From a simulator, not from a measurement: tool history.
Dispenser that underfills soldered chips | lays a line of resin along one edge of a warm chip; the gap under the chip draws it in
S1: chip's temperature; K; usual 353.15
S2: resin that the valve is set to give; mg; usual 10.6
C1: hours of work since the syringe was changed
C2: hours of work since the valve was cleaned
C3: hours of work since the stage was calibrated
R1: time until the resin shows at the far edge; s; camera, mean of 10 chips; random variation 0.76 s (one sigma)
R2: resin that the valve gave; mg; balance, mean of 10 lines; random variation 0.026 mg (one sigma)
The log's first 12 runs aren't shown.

run,hour,S1,S2,C1,C2,C3,R1,R2
13,38.7,347.15,10.6,3,31,88,105.8,10.33
14,40.7,347.15,10.6,4,33,90,115,10.32
15,44.4,339.15,10.6,7,36,92,208.1,10.34
# hour 47.8: new syringe of resin
16,49.1,339.15,10.6,1,39,96,151.9,10.26
17,53.8,339.15,10.6,5,43,100,183.2,10.33
18,57.3,353.15,10.3,7,46,102,102.4,10.01
# hour 60.1: new syringe of resin
19,60.1,362.15,13.5,0,48,104,42.5,13.02
20,63.9,362.15,13.5,3,51,107,50.1,13.07
21,68.5,345.15,13.5,7,54,111,139.4,12.99
22,72.1,345.15,11.6,9,57,114,167,11.17

Run 23 comes next. What will it give?
# hour 72.8: new syringe of resin
23,74.7,345.15,11.6,2,59,115,?,?

R1: 110.7 s
R2: 11.18 mg
Without the tool's hidden state the same run would have given R1 103.5 s, R2 11.64 mg.

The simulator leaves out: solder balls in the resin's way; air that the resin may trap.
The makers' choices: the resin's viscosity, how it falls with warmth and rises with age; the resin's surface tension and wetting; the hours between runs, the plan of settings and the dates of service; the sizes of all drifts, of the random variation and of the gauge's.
